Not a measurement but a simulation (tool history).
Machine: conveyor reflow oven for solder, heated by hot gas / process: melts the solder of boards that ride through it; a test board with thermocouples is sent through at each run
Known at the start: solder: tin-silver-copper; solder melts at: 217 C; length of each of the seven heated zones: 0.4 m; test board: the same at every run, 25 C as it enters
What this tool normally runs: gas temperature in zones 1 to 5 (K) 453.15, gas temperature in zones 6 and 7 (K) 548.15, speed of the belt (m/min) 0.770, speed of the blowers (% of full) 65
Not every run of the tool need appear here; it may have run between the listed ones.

run     day  gas temperature in zones 1 to 5 (K)  gas temperature in zones 6 and 7 (K)  speed of the belt (m/min)  speed of the blowers (% of full)  highest temperature of the board (K)  time above the solder's melting point (s)
  1   0.000                               453.15                                548.15                      0.770                                65                                526.55                                       48.3
  2   2.225                               453.15                                548.15                      0.770                                65                                526.75                                       48.1
  3   4.400                               453.15                                548.15                      0.770                                65                                525.85                                       47.9
  4   7.033                               453.15                                548.15                      0.770                                65                                525.45                                       47.9
  5   8.546                               453.15                                548.15                      0.654                                65                                530.95                                       61.0
  6  10.550                               453.15                                548.15                      0.770                                65                                525.35                                       46.4
  7  12.708                               453.15                                548.15                      0.770                                76                                527.45                                       48.0
  8  13.908                               453.15                                548.15                      0.770                                76                                527.15                                       48.3
  9  15.042                               453.15                                548.15                      0.770                                76                                527.35                                       48.2
 10  17.562                               453.15                                548.15                      0.770                                76                                526.65                                       47.7
 11  20.262                               453.15                                548.15                      0.770                                73                                525.05                                       47.3
 12  22.129                               453.15                                548.15                      0.770                                65                                523.65                                       45.5
     23.825  -- flux residue cleaned out of gas plates and filters
 13  24.892                               453.15                                551.15                      0.770                                65                                524.75                                       46.0
 14  27.571                               448.15                                538.15                      0.685                                80                                519.85                                       48.3
 15  30.092                               463.15                                548.15                      0.770                                65                                524.45                                       49.3
 16  31.258                               463.15                                551.15                      0.903                                63                                518.05                                       36.9
     31.633  -- flux residue cleaned out of gas plates and filters, once more
     33.842  -- thermocouples of zones 6 and 7 changed
 17  33.912                               462.15                                547.15                      0.905                                77                                524.45                                       41.4
 18  35.667                               453.15                                549.15                      0.764                                68                                527.65                                       49.7
 19  36.796                               445.15                                549.15                      0.710                                68                                529.05                                       52.1
 20  38.400                               445.15                                549.15                      0.673                                88                                533.85                                       58.0
 21  40.467                               468.15                                550.15                      0.770                                65                                531.05                                       55.6
 22  43.196                               453.15                                548.15                      0.770                                51                                520.85                                       43.9
 23  44.696                               467.15                                550.15                      0.770                                76                                531.45                                       56.7
 24  46.233                               461.15                                545.15                      0.770                                86                                527.45                                       52.1
 25  48.588                               450.15                                548.15                      0.770                                65                                523.55                                       44.6
 26  50.592                               450.15                                548.15                      0.770                                65                                523.05                                       44.9

A few steps of highest temperature of the board (K) between consecutive runs. Split each: what settings, incoming material and random variation would produce without the hidden state, and what is left over for the hidden state, along with gauge scatter present in only one of the two compared results (measured, and without hidden state):
Unlogged tool condition in this case: heat that the gas passes to the board, % of a clean oven's; belt's true speed, % of the reading; true gas temperature in zones 6 and 7 over the reading, C; drift of the gauge itself on peak_c, C; drift of the gauge itself on liquid_s, %.
Run 15 -> 16: gas temperature in zones 6 and 7 (K) 548.15 -> 551.15, speed of the belt (m/min) 0.770 -> 0.903, speed of the blowers (% of full) 65 -> 63. highest temperature of the board (K) -6.40: hidden state -1.70, all else -4.70.
Run 16 -> 17: gas temperature in zones 1 to 5 (K) 463.15 -> 462.15, gas temperature in zones 6 and 7 (K) 551.15 -> 547.15, speed of the belt (m/min) 0.903 -> 0.905, speed of the blowers (% of full) 63 -> 77, flux residue cleaned out of gas plates and filters, once more, thermocouples of zones 6 and 7 changed. highest temperature of the board (K) +6.40: hidden state +5.90, all else +0.50.
Run 21 -> 22: gas temperature in zones 1 to 5 (K) 468.15 -> 453.15, gas temperature in zones 6 and 7 (K) 550.15 -> 548.15, speed of the blowers (% of full) 65 -> 51. highest temperature of the board (K) -10.20: hidden state -0.30, all else -9.90.
Run 22 -> 23: gas temperature in zones 1 to 5 (K) 453.15 -> 467.15, gas temperature in zones 6 and 7 (K) 548.15 -> 550.15, speed of the blowers (% of full) 51 -> 76. highest temperature of the board (K) +10.60: hidden state -0.30, all else +10.90.
